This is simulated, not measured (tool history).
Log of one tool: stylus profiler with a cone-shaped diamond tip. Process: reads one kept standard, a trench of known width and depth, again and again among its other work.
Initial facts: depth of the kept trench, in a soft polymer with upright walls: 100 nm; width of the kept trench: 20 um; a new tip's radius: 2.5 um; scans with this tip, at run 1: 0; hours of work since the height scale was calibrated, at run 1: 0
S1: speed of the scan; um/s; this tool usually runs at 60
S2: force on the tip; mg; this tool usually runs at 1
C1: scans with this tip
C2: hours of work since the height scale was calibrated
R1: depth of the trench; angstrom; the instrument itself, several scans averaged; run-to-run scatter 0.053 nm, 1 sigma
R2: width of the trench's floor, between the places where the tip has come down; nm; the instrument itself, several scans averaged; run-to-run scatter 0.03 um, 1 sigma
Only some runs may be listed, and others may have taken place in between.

run 1 hour=0 | S1=60 S2=1 | C1=0 C2=0 | R1=1004.5 R2=18180
run 2 hour=60.1 | S1=60 S2=1 | C1=508 C2=47 | R1=1004.4 R2=18170
run 3 hour=145.7 | S1=60 S2=2.24 | C1=1233 C2=114 | R1=1007.5 R2=18330
run 4 hour=224.1 | S1=60 S2=0.92 | C1=1897 C2=176 | R1=1003.7 R2=18130
run 5 hour=281 | S1=47 S2=1 | C1=2379 C2=221 | R1=1003.5 R2=18200
run 6 hour=337.5 | S1=47 S2=1 | C1=2856 C2=265 | R1=1004.4 R2=18200
run 7 hour=423 | S1=47 S2=1 | C1=3580 C2=332 | R1=1003.3 R2=18160
run 8 hour=489.1 | S1=22 S2=0.55 | C1=4140 C2=384 | R1=1001.4 R2=18240
run 9 hour=533.6 | S1=22 S2=0.55 | C1=4516 C2=419 | R1=1000.9 R2=18250
run 10 hour=573.2 | S1=59 S2=1.12 | C1=4851 C2=450 | R1=1003.8 R2=18080

What does the tool deliver on the next run?
run 11 hour=610.6 | S1=18 S2=2.69 | C1=5168 C2=480 | R1=? R2=?

Run 11 yielded R1 1008.4 angstrom, R2 18360 nm.
With no hidden state in the tool, this same run would have given R1 1010.5 angstrom, R2 18530 nm.
